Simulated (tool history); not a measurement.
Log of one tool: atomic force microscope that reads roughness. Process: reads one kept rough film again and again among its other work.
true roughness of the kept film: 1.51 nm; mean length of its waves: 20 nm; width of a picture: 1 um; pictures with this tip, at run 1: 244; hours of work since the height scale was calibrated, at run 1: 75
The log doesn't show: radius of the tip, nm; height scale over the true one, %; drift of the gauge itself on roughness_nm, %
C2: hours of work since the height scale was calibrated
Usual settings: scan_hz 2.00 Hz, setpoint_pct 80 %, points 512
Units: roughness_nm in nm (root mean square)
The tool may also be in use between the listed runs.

run 1 hour=0.0 | scan_hz=2.00 setpoint_pct=80 points=512 | pictures_with_this_tip=244 C2=75 | roughness_nm=0.925
run 2 hour=8.7 | scan_hz=2.00 setpoint_pct=80 points=512 | pictures_with_this_tip=256 C2=80 | roughness_nm=0.910
-- hour=11.8 new tip fitted
run 3 hour=15.8 | scan_hz=1.68 setpoint_pct=80 points=512 | pictures_with_this_tip=6 C2=84 | roughness_nm=1.191
run 4 hour=26.7 | scan_hz=1.68 setpoint_pct=80 points=512 | pictures_with_this_tip=21 C2=90 | roughness_nm=1.164
run 5 hour=36.7 | scan_hz=2.00 setpoint_pct=80 points=512 | pictures_with_this_tip=35 C2=95 | roughness_nm=1.119
run 6 hour=48.6 | scan_hz=2.00 setpoint_pct=80 points=720 | pictures_with_this_tip=52 C2=102 | roughness_nm=1.097
run 7 hour=57.2 | scan_hz=2.00 setpoint_pct=80 points=512 | pictures_with_this_tip=65 C2=107 | roughness_nm=1.099
run 8 hour=70.4 | scan_hz=2.00 setpoint_pct=80 points=512 | pictures_with_this_tip=83 C2=115 | roughness_nm=1.069
run 9 hour=77.0 | scan_hz=2.00 setpoint_pct=80 points=512 | pictures_with_this_tip=93 C2=118 | roughness_nm=1.053
run 10 hour=86.7 | scan_hz=2.00 setpoint_pct=80 points=272 | pictures_with_this_tip=106 C2=124 | roughness_nm=1.018
run 11 hour=93.3 | scan_hz=2.00 setpoint_pct=80 points=272 | pictures_with_this_tip=116 C2=128 | roughness_nm=1.016
run 12 hour=103.9 | scan_hz=2.00 setpoint_pct=80 points=272 | pictures_with_this_tip=131 C2=134 | roughness_nm=0.995
run 13 hour=118.9 | scan_hz=2.11 setpoint_pct=80 points=512 | pictures_with_this_tip=152 C2=142 | roughness_nm=0.992
run 14 hour=133.0 | scan_hz=2.11 setpoint_pct=80 points=512 | pictures_with_this_tip=172 C2=150 | roughness_nm=0.973
run 15 hour=140.5 | scan_hz=2.73 setpoint_pct=55 points=942 | pictures_with_this_tip=183 C2=155 | roughness_nm=1.095
run 16 hour=154.0 | scan_hz=1.00 setpoint_pct=55 points=445 | pictures_with_this_tip=202 C2=162 | roughness_nm=1.095
run 17 hour=162.2 | scan_hz=1.00 setpoint_pct=55 points=445 | pictures_with_this_tip=214 C2=167 | roughness_nm=1.080
run 18 hour=174.9 | scan_hz=1.28 setpoint_pct=72 points=913 | pictures_with_this_tip=232 C2=174 | roughness_nm=1.018
run 19 hour=183.1 | scan_hz=1.28 setpoint_pct=72 points=913 | pictures_with_this_tip=244 C2=179 | roughness_nm=1.012
-- hour=184.8 height scale calibrated on a step standard
-- hour=195.3 new tip fitted
run 20 hour=198.1 | scan_hz=1.24 setpoint_pct=57 points=356 | pictures_with_this_tip=4 C2=7 | roughness_nm=1.295
run 21 hour=207.1 | scan_hz=3.54 setpoint_pct=69 points=472 | pictures_with_this_tip=17 C2=12 | roughness_nm=1.145
run 22 hour=213.6 | scan_hz=3.54 setpoint_pct=69 points=472 | pictures_with_this_tip=26 C2=16 | roughness_nm=1.126
run 23 hour=227.9 | scan_hz=0.53 setpoint_pct=65 points=984 | pictures_with_this_tip=46 C2=24 | roughness_nm=1.253
run 24 hour=236.2 | scan_hz=0.90 setpoint_pct=80 points=297 | pictures_with_this_tip=58 C2=29 | roughness_nm=1.164
run 25 hour=248.7 | scan_hz=2.00 setpoint_pct=80 points=1018 | pictures_with_this_tip=76 C2=36 | roughness_nm=1.083
run 26 hour=255.1 | scan_hz=2.00 setpoint_pct=63 points=265 | pictures_with_this_tip=85 C2=40 | roughness_nm=1.127
run 27 hour=264.5 | scan_hz=0.50 setpoint_pct=77 points=312 | pictures_with_this_tip=98 C2=45 | roughness_nm=1.159

Forecast each of these 3 alternatives for the next run:
-- hour=266.3 height scale calibrated on a step standard, once more
run A hour=272.9 | scan_hz=1.26 setpoint_pct=80 points=512 | pictures_with_this_tip=109 C2=4 | roughness_nm=?
-- hour=266.3 height scale calibrated on a step standard, once more
run B hour=272.9 | scan_hz=0.50 setpoint_pct=60 points=312 | pictures_with_this_tip=109 C2=4 | roughness_nm=?
-- hour=266.3 height scale calibrated on a step standard, once more
run C hour=272.9 | scan_hz=1.91 setpoint_pct=77 points=312 | pictures_with_this_tip=109 C2=4 | roughness_nm=?

run=A roughness_nm=1.094
run=B roughness_nm=1.170
run=C roughness_nm=1.038
Without the tool's hidden state the same runs would have given:
run=A roughness_nm=1.232
run=B roughness_nm=1.318
run=C roughness_nm=1.169
